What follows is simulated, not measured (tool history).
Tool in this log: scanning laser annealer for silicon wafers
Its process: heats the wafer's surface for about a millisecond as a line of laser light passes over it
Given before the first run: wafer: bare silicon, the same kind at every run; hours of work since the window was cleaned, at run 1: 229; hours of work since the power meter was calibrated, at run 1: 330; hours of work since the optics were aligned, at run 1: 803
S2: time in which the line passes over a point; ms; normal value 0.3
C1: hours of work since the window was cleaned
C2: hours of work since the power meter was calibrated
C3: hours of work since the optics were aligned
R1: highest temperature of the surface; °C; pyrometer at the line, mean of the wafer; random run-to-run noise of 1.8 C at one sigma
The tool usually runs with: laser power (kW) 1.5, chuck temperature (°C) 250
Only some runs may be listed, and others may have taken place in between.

{"run": 1, "day": 0.0, "laser power (kW)": 1.5, "S2": 0.3, "chuck temperature (°C)": 250, "C1": 229, "C2": 330, "C3": 803, "R1": 953}
{"run": 2, "day": 0.612, "laser power (kW)": 1.5, "S2": 0.3, "chuck temperature (°C)": 250, "C1": 237, "C2": 338, "C3": 811, "R1": 952}
{"run": 3, "day": 1.125, "laser power (kW)": 1.5, "S2": 0.3, "chuck temperature (°C)": 250, "C1": 244, "C2": 345, "C3": 818, "R1": 956}
{"run": 4, "day": 1.588, "laser power (kW)": 1.5, "S2": 0.3, "chuck temperature (°C)": 250, "C1": 250, "C2": 351, "C3": 824, "R1": 952}
{"run": 5, "day": 2.258, "laser power (kW)": 1.5, "S2": 0.3, "chuck temperature (°C)": 250, "C1": 259, "C2": 360, "C3": 833, "R1": 954}
{"run": 6, "day": 2.879, "laser power (kW)": 1.5, "S2": 0.3, "chuck temperature (°C)": 250, "C1": 267, "C2": 368, "C3": 841, "R1": 956}
{"run": 7, "day": 3.596, "laser power (kW)": 1.5, "S2": 0.3, "chuck temperature (°C)": 250, "C1": 276, "C2": 377, "C3": 850, "R1": 952}
{"run": 8, "day": 3.971, "laser power (kW)": 1.326, "S2": 0.3, "chuck temperature (°C)": 250, "C1": 281, "C2": 382, "C3": 855, "R1": 859}
{"run": 9, "day": 4.667, "laser power (kW)": 1.326, "S2": 0.303, "chuck temperature (°C)": 250, "C1": 290, "C2": 391, "C3": 864, "R1": 861}
{"run": 10, "day": 5.242, "laser power (kW)": 1.326, "S2": 0.303, "chuck temperature (°C)": 250, "C1": 297, "C2": 399, "C3": 871, "R1": 863}
{"run": 11, "day": 5.879, "laser power (kW)": 1.326, "S2": 0.248, "chuck temperature (°C)": 250, "C1": 306, "C2": 407, "C3": 880, "R1": 798}
{"run": 12, "day": 6.317, "laser power (kW)": 1.5, "S2": 0.3, "chuck temperature (°C)": 250, "C1": 311, "C2": 413, "C3": 885, "R1": 956}
{"run": 13, "day": 6.729, "laser power (kW)": 1.5, "S2": 0.227, "chuck temperature (°C)": 250, "C1": 317, "C2": 418, "C3": 891, "R1": 846}
{"run": 14, "day": 7.375, "laser power (kW)": 1.5, "S2": 0.227, "chuck temperature (°C)": 250, "C1": 325, "C2": 426, "C3": 899, "R1": 847}
{"run": 15, "day": 8.196, "laser power (kW)": 1.5, "S2": 0.227, "chuck temperature (°C)": 250, "C1": 336, "C2": 437, "C3": 910, "R1": 852}
{"run": 16, "day": 8.908, "laser power (kW)": 1.5, "S2": 0.336, "chuck temperature (°C)": 250, "C1": 345, "C2": 446, "C3": 919, "R1": 1001}
{"run": 17, "day": 9.721, "laser power (kW)": 1.5, "S2": 0.336, "chuck temperature (°C)": 250, "C1": 356, "C2": 457, "C3": 930, "R1": 1003}
{"run": 18, "day": 10.496, "laser power (kW)": 1.5, "S2": 0.3, "chuck temperature (°C)": 250, "C1": 366, "C2": 467, "C3": 940, "R1": 952}
{"run": 19, "day": 10.962, "laser power (kW)": 1.5, "S2": 0.3, "chuck temperature (°C)": 250, "C1": 372, "C2": 473, "C3": 946, "R1": 951}
{"run": 20, "day": 11.762, "laser power (kW)": 1.5, "S2": 0.3, "chuck temperature (°C)": 250, "C1": 382, "C2": 483, "C3": 956, "R1": 955}
{"run": 21, "day": 12.55, "laser power (kW)": 1.5, "S2": 0.3, "chuck temperature (°C)": 250, "C1": 392, "C2": 494, "C3": 966, "R1": 952}
{"run": 22, "day": 13.383, "laser power (kW)": 1.556, "S2": 0.331, "chuck temperature (°C)": 269, "C1": 403, "C2": 504, "C3": 977, "R1": 1047}
{"run": 23, "day": 14.171, "laser power (kW)": 1.556, "S2": 0.331, "chuck temperature (°C)": 269, "C1": 413, "C2": 515, "C3": 988, "R1": 1045}
{"run": 24, "day": 14.646, "laser power (kW)": 1.556, "S2": 0.331, "chuck temperature (°C)": 269, "C1": 420, "C2": 521, "C3": 994, "R1": 1051}
{"run": 25, "day": 15.046, "laser power (kW)": 1.397, "S2": 0.226, "chuck temperature (°C)": 262, "C1": 425, "C2": 526, "C3": 999, "R1": 812}
{"run": 26, "day": 15.929, "laser power (kW)": 1.627, "S2": 0.231, "chuck temperature (°C)": 221, "C1": 436, "C2": 538, "C3": 1010, "R1": 885}
{"run": 27, "day": 16.529, "laser power (kW)": 1.5, "S2": 0.25, "chuck temperature (°C)": 250, "C1": 444, "C2": 545, "C3": 1018, "R1": 882}
{"run": 28, "day": 17.288, "laser power (kW)": 1.564, "S2": 0.257, "chuck temperature (°C)": 217, "C1": 454, "C2": 555, "C3": 1028, "R1": 893}
{"run": 29, "day": 17.938, "laser power (kW)": 1.556, "S2": 0.257, "chuck temperature (°C)": 270, "C1": 462, "C2": 564, "C3": 1037, "R1": 945}
{"run": 30, "day": 18.821, "laser power (kW)": 1.604, "S2": 0.285, "chuck temperature (°C)": 250, "C1": 474, "C2": 575, "C3": 1048, "R1": 985}
{"run": 31, "day": 19.304, "laser power (kW)": 1.617, "S2": 0.337, "chuck temperature (°C)": 211, "C1": 480, "C2": 581, "C3": 1054, "R1": 1033}
{"run": 32, "day": 20.088, "laser power (kW)": 1.576, "S2": 0.316, "chuck temperature (°C)": 268, "C1": 490, "C2": 592, "C3": 1064, "R1": 1037}
{"run": 33, "day": 20.729, "laser power (kW)": 1.5, "S2": 0.219, "chuck temperature (°C)": 232, "C1": 499, "C2": 600, "C3": 1073, "R1": 819}
{"run": 34, "day": 21.5, "laser power (kW)": 1.5, "S2": 0.316, "chuck temperature (°C)": 269, "C1": 509, "C2": 610, "C3": 1083, "R1": 991}
{"run": 35, "day": 21.967, "laser power (kW)": 1.339, "S2": 0.368, "chuck temperature (°C)": 241, "C1": 515, "C2": 616, "C3": 1089, "R1": 932}
{"run": 36, "day": 22.85, "laser power (kW)": 1.5, "S2": 0.245, "chuck temperature (°C)": 250, "C1": 526, "C2": 628, "C3": 1100, "R1": 878}
{"day": 23.083, "done": "window over the wafer cleaned"}
{"run": 37, "day": 23.321, "laser power (kW)": 1.5, "S2": 0.235, "chuck temperature (°C)": 253, "C1": 3, "C2": 633, "C3": 1105, "R1": 865}
{"run": 38, "day": 24.088, "laser power (kW)": 1.5, "S2": 0.356, "chuck temperature (°C)": 242, "C1": 13, "C2": 643, "C3": 1115, "R1": 1017}
{"run": 39, "day": 24.912, "laser power (kW)": 1.584, "S2": 0.333, "chuck temperature (°C)": 289, "C1": 24, "C2": 653, "C3": 1126, "R1": 1087}
{"run": 40, "day": 25.392, "laser power (kW)": 1.5, "S2": 0.3, "chuck temperature (°C)": 214, "C1": 30, "C2": 659, "C3": 1132, "R1": 919}

Here are 3 independent what-if runs from the current tool condition. What would each one return?
{"run": "A", "day": 26.212, "laser power (kW)": 1.5, "S2": 0.3, "chuck temperature (°C)": 218, "C1": 41, "C2": 670, "C3": 1143, "R1": "?"}
{"run": "B", "day": 26.212, "laser power (kW)": 1.5, "S2": 0.3, "chuck temperature (°C)": 218, "C1": 41, "C2": 670, "C3": 1143, "R1": "?"}
{"run": "C", "day": 26.212, "laser power (kW)": 1.37, "S2": 0.3, "chuck temperature (°C)": 283, "C1": 41, "C2": 670, "C3": 1143, "R1": "?"}

run=A R1=922
run=B R1=924
run=C R1=920
What these runs would have given with no unlogged condition in the tool:
run=A R1=922
run=B R1=924
run=C R1=921
